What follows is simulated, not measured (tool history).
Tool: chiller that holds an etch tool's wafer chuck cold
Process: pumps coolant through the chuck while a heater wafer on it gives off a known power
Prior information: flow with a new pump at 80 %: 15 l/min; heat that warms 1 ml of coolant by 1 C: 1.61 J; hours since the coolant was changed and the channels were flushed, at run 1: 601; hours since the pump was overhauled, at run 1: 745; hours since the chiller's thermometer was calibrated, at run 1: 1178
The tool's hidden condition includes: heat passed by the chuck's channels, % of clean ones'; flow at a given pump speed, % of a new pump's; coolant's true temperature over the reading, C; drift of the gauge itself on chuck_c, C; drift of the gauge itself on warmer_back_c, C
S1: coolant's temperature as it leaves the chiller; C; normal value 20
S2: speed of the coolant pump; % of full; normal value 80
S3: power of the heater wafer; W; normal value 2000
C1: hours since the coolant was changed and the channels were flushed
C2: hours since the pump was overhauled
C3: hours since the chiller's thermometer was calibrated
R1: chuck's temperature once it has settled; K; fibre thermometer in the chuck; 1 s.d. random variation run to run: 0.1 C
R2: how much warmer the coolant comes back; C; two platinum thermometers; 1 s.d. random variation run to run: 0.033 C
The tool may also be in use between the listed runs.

run	hour	S1	S2	S3	C1	C2	C3	R1	R2
1	0.0	20	80	2000	601	745	1178	316.65	4.98
2	21.1	20	80	2000	622	766	1199	316.55	4.94
3	51.7	20	80	2000	653	796	1230	316.65	4.93
4	68.3	20	80	2000	669	813	1247	316.65	4.96
5	100.2	20	80	2000	701	845	1278	316.65	4.91
6	127.3	20	80	2000	728	872	1306	316.75	4.92
7	149.0	20	80	2000	750	894	1327	316.65	4.89
8	183.7	20	80	2000	785	928	1362	316.65	4.86
9	212.6	20	80	2000	813	957	1391	316.55	4.82
10	227.1	20	80	2000	828	972	1405	316.75	4.85
11	251.1	20	80	2000	852	996	1429	316.55	4.83
12	286.0	20	80	2000	887	1031	1464	316.75	4.86
13	310.8	20	80	2000	912	1055	1489	316.75	4.83
14	325.3	20	80	2000	926	1070	1504	316.55	4.83
15	349.1	20	80	2000	950	1094	1527	316.55	4.75
16	369.1	20	80	2000	970	1114	1547	316.75	4.77
# hour 383.3: gauge calibrated
17	402.7	13	80	2000	1004	1147	1581	309.65	5.00
18	433.2	17	69	2000	1034	1178	1611	315.95	5.85
19	468.0	24	65	1691	1069	1213	1646	319.55	5.18
20	489.6	11	80	2955	1090	1234	1668	318.95	7.23
21	517.4	11	80	1161	1118	1262	1696	297.85	2.77
22	538.6	11	80	1161	1139	1283	1717	297.65	2.82
23	555.6	11	80	1161	1156	1300	1734	297.75	2.80
24	588.7	19	62	1161	1190	1333	1767	307.85	3.67
25	621.8	12	62	1468	1223	1366	1800	305.15	4.52
26	637.0	11	99	2902	1238	1382	1815	314.25	5.64
27	664.8	17	96	2000	1266	1409	1843	311.15	3.90
# hour 695.0: gauge calibrated
28	696.3	17	96	2000	1297	1441	1875	311.25	4.04
29	712.9	17	96	2000	1314	1458	1891	311.35	4.15
30	748.1	13	78	2020	1349	1493	1926	310.45	5.11
31	767.9	18	94	2492	1369	1513	1946	317.85	5.15

Here are 3 independent what-if runs from the current tool condition. What would each one return?
A	793.0	20	80	1454	1394	1538	1971	?	?
B	793.0	13	61	2492	1394	1538	1971	?	?
C	793.0	28	94	2963	1394	1538	1971	?	?

run	R1	R2
A	310.25	3.56
B	320.55	8.13
C	332.75	6.17
Without the tool's hidden state the same runs would have given:
run	R1	R2
A	310.25	3.62
B	320.55	8.18
C	332.75	6.23
